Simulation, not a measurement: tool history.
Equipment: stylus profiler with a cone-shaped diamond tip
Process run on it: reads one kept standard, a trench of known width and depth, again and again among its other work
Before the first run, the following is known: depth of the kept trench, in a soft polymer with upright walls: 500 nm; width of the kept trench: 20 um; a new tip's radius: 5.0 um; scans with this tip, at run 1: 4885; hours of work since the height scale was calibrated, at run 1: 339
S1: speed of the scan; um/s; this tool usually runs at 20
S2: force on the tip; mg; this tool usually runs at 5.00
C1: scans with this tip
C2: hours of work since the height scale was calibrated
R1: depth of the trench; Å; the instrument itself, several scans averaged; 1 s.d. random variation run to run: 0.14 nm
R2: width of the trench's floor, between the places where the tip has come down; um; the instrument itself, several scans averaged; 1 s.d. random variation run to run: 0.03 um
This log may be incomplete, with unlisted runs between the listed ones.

run,hour,S1,S2,C1,C2,R1,R2
1,0.0,20,5.00,4885,339,5050.3,15.01
2,37.6,20,5.00,5197,361,5050.5,15.02
3,55.7,20,1.93,5347,371,5031.8,14.96
4,88.6,20,1.93,5620,390,5030.0,14.89
5,124.6,20,5.00,5918,411,5053.5,14.93
6,155.7,20,5.00,6177,429,5052.8,14.90
7,186.1,20,2.60,6429,446,5037.0,14.80
# hour 190.1: height scale calibrated on a step standard
8,218.3,20,3.23,6691,16,5044.8,14.84
9,245.8,13,5.82,6919,32,5063.0,14.79
10,265.5,13,5.82,7083,43,5064.3,14.76
# hour 279.4: height scale calibrated on a step standard, once more
11,294.4,6,2.11,7318,9,5024.3,14.71
12,323.6,6,2.11,7560,25,5023.8,14.70
13,342.0,6,2.11,7712,36,5021.5,14.74
14,358.8,35,5.26,7852,46,5048.3,14.65
15,375.3,35,5.26,7989,55,5047.2,14.70

Per-run results on a tool with no hidden state, each run keeping its own random variation:
Hidden state at play: radius of the tip, um; height scale over the true one, %; drift of the gauge itself on depth_nm, %; drift of the gauge itself on floor_um, %.
run,R1,R2
1,5044.0,15.62
2,5043.9,15.66
3,5025.0,15.62
4,5022.9,15.57
5,5046.0,15.65
6,5044.9,15.65
7,5028.9,15.58
8,5031.6,15.64
9,5049.4,15.62
10,5050.6,15.61
11,5024.1,15.58
12,5023.3,15.60
13,5020.9,15.66
14,5047.4,15.58
15,5046.2,15.64
